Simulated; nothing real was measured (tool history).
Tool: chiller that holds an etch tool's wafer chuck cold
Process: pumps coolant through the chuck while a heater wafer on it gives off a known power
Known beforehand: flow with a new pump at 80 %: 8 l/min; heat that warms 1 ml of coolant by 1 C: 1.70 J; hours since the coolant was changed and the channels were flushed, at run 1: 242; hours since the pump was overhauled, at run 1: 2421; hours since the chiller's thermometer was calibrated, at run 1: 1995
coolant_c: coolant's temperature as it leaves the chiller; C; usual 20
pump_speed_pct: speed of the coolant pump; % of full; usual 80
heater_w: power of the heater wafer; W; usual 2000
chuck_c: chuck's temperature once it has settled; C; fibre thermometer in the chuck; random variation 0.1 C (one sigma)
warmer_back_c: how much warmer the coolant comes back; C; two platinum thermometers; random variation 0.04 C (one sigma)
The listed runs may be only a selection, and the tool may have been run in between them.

run	hour	coolant_c	pump_speed_pct	heater_w	hours since the coolant was changed and the channels were flushed	hours since the pump was overhauled	hours since the chiller's thermometer was calibrated	chuck_c	warmer_back_c
1	0.0	20	80	2000	242	2421	1995	39.7	9.52
2	41.9	20	80	2000	284	2463	2037	39.6	9.56
3	86.0	20	80	2000	328	2507	2081	39.8	9.50
4	145.2	20	80	2000	387	2567	2140	39.8	9.50
5	201.9	20	81	2000	444	2623	2197	39.7	9.41
6	248.5	20	80	1832	490	2670	2243	38.4	8.69
7	296.1	20	80	1832	538	2717	2291	38.3	8.75
8	349.6	11	80	1832	592	2771	2345	29.2	8.82
9	397.1	11	80	2350	639	2818	2392	34.3	11.28
10	440.0	20	80	2000	682	2861	2435	40.0	9.55
11	468.7	20	80	2000	711	2890	2464	40.1	9.56
12	519.5	20	98	2000	762	2941	2515	37.4	7.56
13	547.1	20	80	2000	789	2968	2542	40.1	9.65
14	607.3	20	80	2000	849	3029	2602	40.0	9.67
15	651.7	20	80	2000	894	3073	2647	40.0	9.62
16	703.6	20	80	2000	946	3125	2699	40.2	9.54
17	741.2	20	95	2365	983	3163	2736	41.6	9.43
18	772.2	20	95	2365	1014	3194	2767	41.4	9.43
19	826.3	10	99	1096	1068	3248	2821	19.5	4.15
20	874.2	27	67	1313	1116	3296	2869	42.0	7.81
21	915.8	27	67	1313	1158	3337	2911	42.1	7.89
22	968.1	27	67	1313	1210	3389	2963	42.1	7.80
23	997.0	27	63	1313	1239	3418	2992	42.8	8.42
24	1049.8	27	63	1313	1292	3471	3045	42.8	8.43
25	1096.9	27	63	1313	1339	3518	3092	42.7	8.35
26	1146.3	12	93	1081	1388	3568	3141	21.7	4.45
27	1205.0	25	70	1888	1447	3626	3200	46.1	10.74
28	1241.4	25	67	1222	1483	3663	3236	39.1	7.32
29	1272.4	16	97	2000	1514	3694	3267	34.2	7.86
30	1330.1	16	97	2000	1572	3751	3325	34.0	7.91
# hour 1334.0: chiller's thermometer calibrated
31	1379.1	20	91	2565	1620	3799	45	44.9	10.87

Hidden state at the last listed run before each entry between runs and at the first one after, where it differs:
Logged between run 30 and run 31: chiller's thermometer calibrated (hour 1334.0)
  heat passed by the chuck's channels, % of clean ones': 94.8 -> 94.7; flow at a given pump speed, % of a new pump's: 90.3 -> 90.1; coolant's true temperature over the reading, C: -0.36 -> -0.01
  measured result minus the result with no hidden state, chuck_c: +1.4 -> +2.3 C; warmer_back_c: +0.77 -> +1.07 C
